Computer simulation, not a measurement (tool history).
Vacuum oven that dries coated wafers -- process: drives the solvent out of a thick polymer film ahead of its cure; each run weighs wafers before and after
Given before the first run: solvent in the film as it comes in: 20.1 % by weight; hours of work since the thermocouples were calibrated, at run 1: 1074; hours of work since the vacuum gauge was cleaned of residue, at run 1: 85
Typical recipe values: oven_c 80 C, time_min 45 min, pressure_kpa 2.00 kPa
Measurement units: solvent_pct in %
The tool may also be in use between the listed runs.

run   hour  oven_c  time_min  pressure_kpa  hours of work since the thermocouples were calibrated  hours of work since the vacuum gauge was cleaned of residue  solvent_pct
  1    0.0      80        45          2.00                                                   1074                                                           85         2.74
  2   15.9      80        46          2.00                                                   1084                                                           95         2.50
  3   31.5      80        46          2.00                                                   1094                                                          105         2.41
  4   47.7      80        46          2.00                                                   1104                                                          115         2.44
  5   62.4      80        45          2.00                                                   1113                                                          124         2.60
  6   75.2      67        45          2.00                                                   1121                                                          132         8.46
  7   85.1      80        45          2.00                                                   1127                                                          138         2.58
  8  102.7      80        45          2.00                                                   1138                                                          149         2.56
  9  117.5      80        45          2.00                                                   1148                                                          158         2.60
 10  128.0      80        45          2.00                                                   1154                                                          165         2.56
 11  140.3      80        45          2.00                                                   1162                                                          173         2.59
     154.2  -- oven's thermocouples calibrated
 12  155.6      80        45          2.00                                                      1                                                          181         2.68
 13  174.1      80        64          2.00                                                     12                                                          192         1.60
 14  193.1      80        45          2.00                                                     24                                                          204         2.58
 15  204.6      80        45          2.00                                                     31                                                          211         2.68
 16  213.9      80        45          2.00                                                     37                                                          217         2.64
 17  225.0      80        45          2.00                                                     44                                                          224         2.65
 18  244.2      80        45          2.00                                                     56                                                          236         2.65
 19  263.2      80        45          2.00                                                     68                                                          248         2.66
 20  279.8      80        45          2.00                                                     78                                                          258         2.57
 21  290.0      80        45          2.00                                                     85                                                          265         2.62
 22  302.8      80        45          2.00                                                     92                                                          273         2.63
 23  317.1      80        76          2.00                                                    101                                                          282         1.23
 24  326.4      80        65          1.17                                                    107                                                          287         1.17
 25  342.1      80        65          3.79                                                    117                                                          297         2.11
 26  356.1      80        65          4.10                                                    126                                                          306         2.30
 27  369.2      92        57          1.26                                                    134                                                          314         0.34
 28  378.3      92        57          1.26                                                    140                                                          320         0.32
 29  392.2      92        57          1.26                                                    148                                                          328         0.38
 30  405.1      92        57          1.26                                                    156                                                          336         0.34
 31  419.6      92        57          1.26                                                    165                                                          345         0.38
 32  434.8      92        57          1.26                                                    175                                                          355         0.31
 33  445.3      70        79          1.26                                                    181                                                          361         3.73
 34  455.8      70        79          3.35                                                    188                                                          368         4.79
 35  467.5      92        45          2.00                                                    195                                                          375         0.53
 36  482.8      80        69          7.23                                                    205                                                          385         3.36
 37  501.1      77        29          7.16                                                    216                                                          396         7.77
 38  519.6      69        29          7.16                                                    227                                                          408        11.50
 39  536.7      76        54          5.17                                                    238                                                          418         4.56
 40  551.6      91        45          1.61                                                    247                                                          427         0.54
 41  561.8      94        45          2.98                                                    254                                                          434         0.67
 42  572.1      94        33          2.91                                                    260                                                          440         0.79
 43  587.0      86        37          7.53                                                    269                                                          450         3.32
 44  599.0      68        37          7.92                                                    277                                                          457        11.24
 45  607.2      68        65          7.92                                                    282                                                          462         8.79
 46  619.1      92        45          5.19                                                    289                                                          470         1.41

Forecast each of these 3 alternatives for the next run:
  A  629.2      65        62          5.19                                                    296                                                          476            ?
  B  629.2      80        45          4.06                                                    296                                                          476            ?
  C  629.2      75        75          3.74                                                    296                                                          476            ?

run  solvent_pct
  A         9.38
  B         3.43
  C         3.04
Without the tool's unlogged condition, the same runs would have read:
run  solvent_pct
  A         9.40
  B         3.44
  C         3.05
